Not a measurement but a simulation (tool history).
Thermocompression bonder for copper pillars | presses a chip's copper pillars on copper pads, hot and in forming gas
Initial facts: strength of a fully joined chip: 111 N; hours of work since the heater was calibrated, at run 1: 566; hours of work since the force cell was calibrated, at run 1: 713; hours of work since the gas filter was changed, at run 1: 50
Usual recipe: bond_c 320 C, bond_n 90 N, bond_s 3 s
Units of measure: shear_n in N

run	hour	bond_c	bond_n	bond_s	hours of work since the heater was calibrated	hours of work since the force cell was calibrated	hours of work since the gas filter was changed	shear_n
1	0.0	320	90	3	566	713	50	47.4
2	29.0	320	90	3	583	729	67	48.3
3	86.6	320	90	3	616	762	100	46.9
4	136.4	311	90	3	645	791	129	42.7
5	168.6	311	90	3	663	809	147	43.8
6	226.1	320	113	3	696	843	180	59.1
7	278.2	320	91	3	726	872	210	47.7
# hour 310.3: forming gas filter changed
8	319.4	320	90	3	749	896	5	47.5
9	364.6	320	90	3	775	922	31	47.4
10	403.3	320	90	3	798	944	53	47.2
11	458.6	320	90	3	830	976	85	48.8
12	486.2	320	90	3	845	992	101	47.7
13	541.6	320	100	3	877	1024	133	52.4
14	572.0	320	100	3	895	1041	150	52.5
15	598.6	320	100	3	910	1056	166	52.7
16	634.7	320	100	3	931	1077	186	53.8
17	673.9	320	100	3	953	1100	209	53.2
# hour 710.1: forming gas filter changed
18	720.2	290	66	3	980	1126	6	22.1

Run 19 has not been measured yet. What should we expect?
19	762.0	290	66	3	1004	1150	30	?

Run 19 gave shear_n 22.5 N.
Were there no unlogged condition in the tool, this run, its random variation unchanged, would have produced shear_n 22.8 N.
